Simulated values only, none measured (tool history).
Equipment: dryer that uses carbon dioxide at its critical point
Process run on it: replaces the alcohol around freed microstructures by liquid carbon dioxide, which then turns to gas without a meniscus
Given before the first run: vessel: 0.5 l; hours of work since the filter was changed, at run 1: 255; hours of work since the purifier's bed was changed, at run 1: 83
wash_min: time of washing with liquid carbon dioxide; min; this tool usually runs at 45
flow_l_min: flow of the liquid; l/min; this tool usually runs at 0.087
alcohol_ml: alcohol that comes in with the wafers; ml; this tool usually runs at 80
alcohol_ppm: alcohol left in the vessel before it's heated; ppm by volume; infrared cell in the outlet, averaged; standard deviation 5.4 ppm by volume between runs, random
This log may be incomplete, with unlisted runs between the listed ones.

run     day  wash_min  flow_l_min  alcohol_ml  hours of work since the filter was changed  hours of work since the purifier's bed was changed  alcohol_ppm
  1       0        45       0.087          80                                         255                                                  83          403
      0.308  -- inlet filter changed
  2   0.308        45       0.087          80                                           0                                                  88          139
  3   0.617        45       0.087          80                                           5                                                  93          143
  4   0.933        45       0.087          80                                          11                                                  99          143
  5   1.154        45       0.087          80                                          15                                                 102          148
  6   1.358        45       0.087          80                                          18                                                 106          151
  7   1.667        45       0.087          80                                          23                                                 111          157
  8   1.883        31       0.087          80                                          27                                                 115         1291
  9   2.167        31       0.087          80                                          32                                                 120         1336
 10   2.425        31      0.0673          80                                          36                                                 124         4211
 11   2.729        31      0.0673          80                                          42                                                 130         4106
 12   3.183        31      0.0673          80                                          50                                                 138         4267
 13   3.629        50      0.0673          80                                          57                                                 145          501
 14   3.871        50      0.0673          80                                          61                                                 149          513
 15   4.308        50      0.0673          80                                          69                                                 157          520
 16   4.762        50      0.0673          80                                          77                                                 165          512
 17     5.2        45       0.087          80                                          84                                                 172          203
 18   5.646        45       0.087          80                                          92                                                 180          206
 19   5.967        45       0.087          80                                          98                                                 185          226
 20   6.204        45       0.087          80                                         102                                                 190          219
 21   6.696        66      0.1145          32                                         110                                                 198           15
 22   7.108        63      0.0545          34                                         117                                                 205          261
 23   7.538        28       0.087         103                                         125                                                 213         3482
 24   7.854        28       0.087         103                                         130                                                 218         3633
 25   8.308        28      0.0894          32                                         138                                                 226         1014
 26   8.696        45      0.0932          82                                         145                                                 233          168
 27   9.042        38      0.0539          82                                         151                                                 238         6350
 28   9.408        38      0.0539          82                                         157                                                 245         6155
 29   9.629        38      0.0539          82                                         161                                                 249         6411
 30  10.129        39      0.0539          82                                         169                                                 257         6024
 31  10.558        39      0.0539          82                                         177                                                 265         6112
 32  10.804        39      0.0539          82                                         181                                                 269         6014
 33  11.062        39      0.0539          82                                         185                                                 273         6210
 34  11.296        37       0.087         115                                         189                                                 277         1315
 35  11.662        71      0.0673          39                                         196                                                 284           66
 36  11.888        45      0.1368          71                                         200                                                 288           21
 37  12.217        45       0.087          37                                         205                                                 293          161
 38    12.5        45       0.087          32                                         210                                                 298          150
 39      13        38       0.087          44                                         219                                                 307          540
 40  13.338        31      0.0894          85                                         225                                                 313         2263

What if the next run were any one of these 3? Each begins from the tool's condition after run 40:
  A  13.7        33      0.0604          36                                         231                                                 319            ?
  B  13.7        31      0.0935          85                                         231                                                 319            ?
  C  13.7        41      0.0891          72                                         231                                                 319            ?

run  alcohol_ppm
  A         3574
  B         1859
  C          517
Without the tool's hidden state the same runs would have given:
run  alcohol_ppm
  A         2070
  B          824
  C          188

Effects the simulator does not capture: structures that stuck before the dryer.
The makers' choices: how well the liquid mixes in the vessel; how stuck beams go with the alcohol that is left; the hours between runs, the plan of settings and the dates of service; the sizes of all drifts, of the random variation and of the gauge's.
